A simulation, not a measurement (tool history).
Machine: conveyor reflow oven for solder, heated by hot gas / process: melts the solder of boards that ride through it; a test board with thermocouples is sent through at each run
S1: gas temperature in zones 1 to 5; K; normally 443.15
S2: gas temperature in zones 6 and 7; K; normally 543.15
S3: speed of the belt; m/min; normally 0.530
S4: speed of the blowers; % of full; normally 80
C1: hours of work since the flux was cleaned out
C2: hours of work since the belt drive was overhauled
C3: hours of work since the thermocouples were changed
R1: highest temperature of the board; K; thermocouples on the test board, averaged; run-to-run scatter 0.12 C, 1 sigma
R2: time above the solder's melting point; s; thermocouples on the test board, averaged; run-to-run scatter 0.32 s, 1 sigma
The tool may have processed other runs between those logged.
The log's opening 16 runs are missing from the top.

At hour 136.9: belt drive overhauled, speed set with a stopwatch.
Run 17, hour 142.6: usual settings; C1 89; C2 4; C3 283. Result: R1 532.65 K, R2 73.7 s.
Run 18, hour 150.2: usual settings; C1 94; C2 9; C3 288. Result: R1 532.45 K, R2 74.0 s.
Run 19, hour 157.4: usual settings but S1 457.15 K, S3 0.488 m/min, S4 51 % of full; C1 99; C2 13; C3 293. Result: R1 528.45 K, R2 81.4 s.
At hour 173.2: belt drive overhauled, speed set with a stopwatch, once more.
Run 20, hour 175.4: usual settings but S1 457.15 K, S3 0.488 m/min, S4 51 % of full; C1 107; C2 1; C3 302. Result: R1 528.05 K, R2 79.9 s.
Run 21, hour 186.0: usual settings; C1 114; C2 8; C3 308. Result: R1 532.15 K, R2 72.9 s.
Run 22, hour 193.3: usual settings but S1 446.15 K, S2 534.15 K, S3 0.603 m/min; C1 119; C2 13; C3 313. Result: R1 520.95 K, R2 56.3 s.
Run 23, hour 200.5: usual settings but S1 446.15 K, S2 534.15 K, S3 0.603 m/min; C1 124; C2 18; C3 318. Result: R1 521.15 K, R2 56.5 s.
Run 24, hour 209.7: usual settings but S1 457.15 K, S2 533.15 K, S3 0.421 m/min, S4 69 % of full; C1 130; C2 23; C3 324. Result: R1 527.25 K, R2 96.5 s.
Run 25, hour 220.1: usual settings but S2 539.15 K, S3 0.575 m/min; C1 136; C2 30; C3 330. Result: R1 526.45 K, R2 62.6 s.
Run 26, hour 226.2: usual settings but S1 444.15 K, S3 0.515 m/min, S4 74 % of full; C1 140; C2 34; C3 334. Result: R1 531.65 K, R2 74.6 s.
Run 27, hour 232.5: usual settings but S1 450.15 K, S4 81 % of full; C1 144; C2 38; C3 338. Result: R1 533.35 K, R2 75.6 s.
Run 28, hour 246.6: usual settings but S1 442.15 K, S2 545.15 K, S3 0.451 m/min, S4 77 % of full; C1 153; C2 47; C3 347. Result: R1 537.15 K, R2 89.3 s.
Run 29, hour 259.8: usual settings but S1 442.15 K, S2 545.15 K, S3 0.451 m/min, S4 77 % of full; C1 162; C2 56; C3 356. Result: R1 537.05 K, R2 89.2 s.
Run 30, hour 268.5: usual settings but S1 442.15 K, S2 545.15 K, S3 0.451 m/min, S4 77 % of full; C1 167; C2 61; C3 361. Result: R1 537.15 K, R2 89.4 s.

Each row is a separate what-if for the run after 30, all from the same tool condition, not one after another. Results?
Run A, hour 275.0: usual settings but S1 442.15 K, S2 538.15 K, S3 0.479 m/min, S4 77 % of full; C1 171; C2 65; C3 366. Result: R1 ?, R2 ?.
Run B, hour 275.0: usual settings but S1 445.15 K, S2 554.15 K, S4 68 % of full; C1 171; C2 65; C3 366. Result: R1 ?, R2 ?.
Run C, hour 275.0: usual settings but S1 442.15 K, S2 553.15 K, S3 0.451 m/min, S4 83 % of full; C1 171; C2 65; C3 366. Result: R1 ?, R2 ?.
Run D, hour 275.0: usual settings but S1 442.15 K, S2 535.15 K, S3 0.626 m/min, S4 51 % of full; C1 171; C2 65; C3 366. Result: R1 ?, R2 ?.

run      R1    R2
  A  529.45  78.5
  B  538.95  76.5
  C  545.95  95.1
  D  508.75  36.1
Had the tool no hidden state, the same runs would have come out as:
run      R1    R2
  A  529.15  78.4
  B  538.75  76.3
  C  545.65  94.8
  D  508.55  36.1
